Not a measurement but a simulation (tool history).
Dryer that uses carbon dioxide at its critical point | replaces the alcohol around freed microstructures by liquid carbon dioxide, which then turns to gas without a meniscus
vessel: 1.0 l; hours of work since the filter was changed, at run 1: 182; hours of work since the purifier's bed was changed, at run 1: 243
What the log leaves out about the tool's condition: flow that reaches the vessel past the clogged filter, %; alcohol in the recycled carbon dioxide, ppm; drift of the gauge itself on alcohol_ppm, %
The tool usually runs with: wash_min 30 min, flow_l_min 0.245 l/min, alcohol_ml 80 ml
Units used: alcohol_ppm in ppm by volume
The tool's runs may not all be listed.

| run | hour | wash_min | flow_l_min | alcohol_ml | hours of work since the filter was changed | hours of work since the purifier's bed was changed | alcohol_ppm |
|---|---|---|---|---|---|---|---|
| 1 | 0 | 30 | 0.245 | 80 | 182 | 243 | 125 |
| 2 | 8.8 | 30 | 0.245 | 80 | 186 | 247 | 124 |
| 3 | 18.1 | 30 | 0.245 | 80 | 191 | 252 | 113 |
| 4 | 35.4 | 30 | 0.245 | 80 | 199 | 260 | 130 |
| 5 | 49.7 | 30 | 0.313 | 80 | 206 | 267 | 53 |
| 6 | 66.3 | 32 | 0.245 | 80 | 214 | 275 | 105 |
| 7 | 84.4 | 32 | 0.245 | 80 | 223 | 284 | 99 |
| 8 | 93.5 | 32 | 0.245 | 80 | 227 | 288 | 91 |
| 9 | 102.7 | 44 | 0.245 | 80 | 232 | 293 | 49 |
| 10 | 110.1 | 44 | 0.245 | 80 | 235 | 296 | 49 |
| 11 | 124.9 | 30 | 0.262 | 80 | 242 | 303 | 100 |
| 12 | 135.2 | 30 | 0.262 | 80 | 247 | 308 | 99 |
| 13 | 151.4 | 30 | 0.262 | 80 | 255 | 316 | 111 |
| 14 | 160.9 | 30 | 0.263 | 80 | 260 | 321 | 113 |
| 15 | 169.8 | 30 | 0.263 | 80 | 264 | 325 | 103 |
|  | 176.4 | inlet filter changed |
| 16 | 181.2 | 30 | 0.263 | 80 | 2 | 330 | 91 |
| 17 | 190.2 | 30 | 0.263 | 80 | 7 | 334 | 90 |
| 18 | 201.7 | 30 | 0.245 | 80 | 12 | 340 | 108 |
| 19 | 218.4 | 30 | 0.245 | 80 | 20 | 348 | 110 |
| 20 | 232.5 | 30 | 0.245 | 80 | 27 | 355 | 111 |
| 21 | 244.2 | 30 | 0.245 | 80 | 33 | 361 | 121 |
| 22 | 258.9 | 30 | 0.245 | 80 | 40 | 368 | 114 |
| 23 | 267.1 | 30 | 0.245 | 80 | 44 | 372 | 119 |
| 24 | 281.5 | 30 | 0.245 | 80 | 51 | 379 | 122 |
| 25 | 295.4 | 31 | 0.325 | 36 | 58 | 385 | 46 |
| 26 | 311.5 | 31 | 0.325 | 36 | 65 | 393 | 42 |
| 27 | 323.6 | 21 | 0.254 | 62 | 71 | 399 | 430 |
| 28 | 332.1 | 30 | 0.161 | 80 | 75 | 403 | 932 |
| 29 | 343.3 | 30 | 0.161 | 80 | 81 | 409 | 910 |
| 30 | 351.6 | 41 | 0.363 | 80 | 85 | 413 | 60 |
| 31 | 359.5 | 41 | 0.363 | 80 | 89 | 416 | 60 |
| 32 | 370.8 | 26 | 0.289 | 62 | 94 | 422 | 95 |
| 33 | 387.6 | 26 | 0.289 | 62 | 102 | 430 | 100 |
| 34 | 405.1 | 44 | 0.361 | 44 | 111 | 439 | 69 |
| 35 | 414.2 | 30 | 0.245 | 42 | 115 | 443 | 107 |
| 36 | 423.4 | 30 | 0.245 | 42 | 120 | 447 | 109 |
| 37 | 433.3 | 45 | 0.203 | 42 | 124 | 452 | 66 |
| 38 | 450.2 | 30 | 0.207 | 60 | 133 | 460 | 248 |
| 39 | 465.4 | 30 | 0.207 | 60 | 140 | 468 | 242 |
| 40 | 479 | 30 | 0.207 | 60 | 147 | 474 | 243 |
| 41 | 494.2 | 33 | 0.351 | 46 | 154 | 482 | 69 |
| 42 | 505.9 | 29 | 0.377 | 36 | 160 | 487 | 69 |
| 43 | 520.4 | 29 | 0.377 | 36 | 167 | 494 | 60 |
| 44 | 535.1 | 29 | 0.377 | 36 | 174 | 502 | 71 |
| 45 | 544 | 35 | 0.245 | 33 | 178 | 506 | 76 |
| 46 | 558.4 | 35 | 0.329 | 33 | 185 | 513 | 64 |
| 47 | 571.6 | 30 | 0.179 | 80 | 191 | 519 | 641 |

Entry by entry between the runs, the difference in hidden state between the last listed run before and the first listed run after:
Runs 15 to 16: inlet filter changed (hour 176.4)
  flow that reaches the vessel past the clogged filter, %: 93.5 -> 99.7; alcohol in the recycled carbon dioxide, ppm: 44.2 -> 44.8
  what was measured, less what the result would be without the hidden state, alcohol_ppm: +62 -> +41 ppm by volume
